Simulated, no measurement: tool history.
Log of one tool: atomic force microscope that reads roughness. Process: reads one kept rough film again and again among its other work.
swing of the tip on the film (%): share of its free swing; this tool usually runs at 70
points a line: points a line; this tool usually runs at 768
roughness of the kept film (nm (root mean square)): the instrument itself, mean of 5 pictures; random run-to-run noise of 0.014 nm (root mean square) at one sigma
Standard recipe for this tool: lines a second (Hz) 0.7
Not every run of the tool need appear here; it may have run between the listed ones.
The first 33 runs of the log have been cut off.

run	hour	lines a second (Hz)	swing of the tip on the film (%)	points a line	roughness of the kept film (nm (root mean square))
34	1558	1.919	70	490	2.809
35	1610.2	1.117	70	346	2.763
# hour 1628.9: new tip fitted
36	1641.2	0.658	58	861	3.236
37	1704.7	0.658	58	861	3.037
38	1754.9	1.535	78	768	2.601
# hour 1771.4: new tip fitted
39	1795.6	3.937	60	1000	2.901
40	1830.1	3.937	60	1000	2.777
41	1892.4	3.937	60	1000	2.646
# hour 1912.1: new tip fitted
42	1944.8	3.286	83	328	2.373
43	2012.2	3.286	71	852	2.544

What if the next run were any one of these 4? Each begins from the tool's condition after run 43:
# hour 2053.4: new tip fitted
A	2076.3	0.639	83	270	?
# hour 2053.4: new tip fitted
B	2076.3	3.286	69	949	?
# hour 2053.4: new tip fitted
C	2076.3	1.319	68	782	?
# hour 2053.4: new tip fitted
D	2076.3	0.638	80	934	?

run	roughness of the kept film (nm (root mean square))
A	3.024
B	2.766
C	3.02
D	3.054
Had the tool no hidden state, the same runs would have come out as:
run	roughness of the kept film (nm (root mean square))
A	3.136
B	2.868
C	3.132
D	3.166
